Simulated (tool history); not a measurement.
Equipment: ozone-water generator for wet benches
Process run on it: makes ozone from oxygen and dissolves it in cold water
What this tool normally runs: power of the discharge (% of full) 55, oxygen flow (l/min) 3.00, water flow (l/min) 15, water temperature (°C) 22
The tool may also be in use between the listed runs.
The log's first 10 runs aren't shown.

run   hour  power of the discharge (% of full)  oxygen flow (l/min)  water flow (l/min)  water temperature (°C)  hours of work since the electrodes were changed  hours of work since the contactor was cleaned  hours of work since the thermometer was calibrated  dissolved ozone (ppm)  ozone in the gas ahead of the water (g/m3)
 11  302.7                                  45                 3.00                  10                      22                                              422                                           7790                                                5267                   12.1                                       119.7
 12  327.1                                  80                 3.00                  15                      22                                              441                                           7809                                                5286                   14.6                                       204.4
 13  368.1                                  55                 3.00                  15                      22                                              473                                           7841                                                5318                   10.2                                       146.4
 14  388.2                                  55                 3.00                  15                      25                                              488                                           7856                                                5333                   10.0                                       143.7
 15  417.6                                  55                 3.00                  15                      25                                              511                                           7879                                                5356                    9.8                                       146.3
 16  452.8                                  55                 3.00                  15                      25                                              538                                           7906                                                5383                   10.0                                       144.5
 17  481.6                                  55                 3.00                  15                      22                                              560                                           7928                                                5405                   10.3                                       144.4
 18  511.6                                  55                 3.00                  13                      30                                              583                                           7951                                                5428                   10.4                                       144.0
 19  555.9                                  55                 3.00                  13                      30                                              617                                           7985                                                5462                   10.4                                       145.5
 20  592.7                                  55                 1.68                  22                      22                                              645                                           8013                                                5490                    5.6                                       182.4
 21  614.0                                  55                 2.31                  15                      22                                              661                                           8029                                                5507                    9.5                                       160.8
     617.8  -- water thermometer calibrated
 22  643.5                                  55                 3.31                  13                      18                                              684                                           8052                                                  20                   12.9                                       139.9
 23  676.2                                  89                 1.50                  13                      18                                              709                                           8077                                                  45                   16.6                                       297.8

What does the tool deliver on the next run?
 24  703.3                                  90                 1.50                  23                      18                                              730                                           8098                                                  66                      ?                                           ?

dissolved ozone (ppm): 8.4
ozone in the gas ahead of the water (g/m3): 306.2
Were there no unlogged condition in the tool, this run, its random variation unchanged, would have produced dissolved ozone (ppm) 8.4, ozone in the gas ahead of the water (g/m3) 306.3.
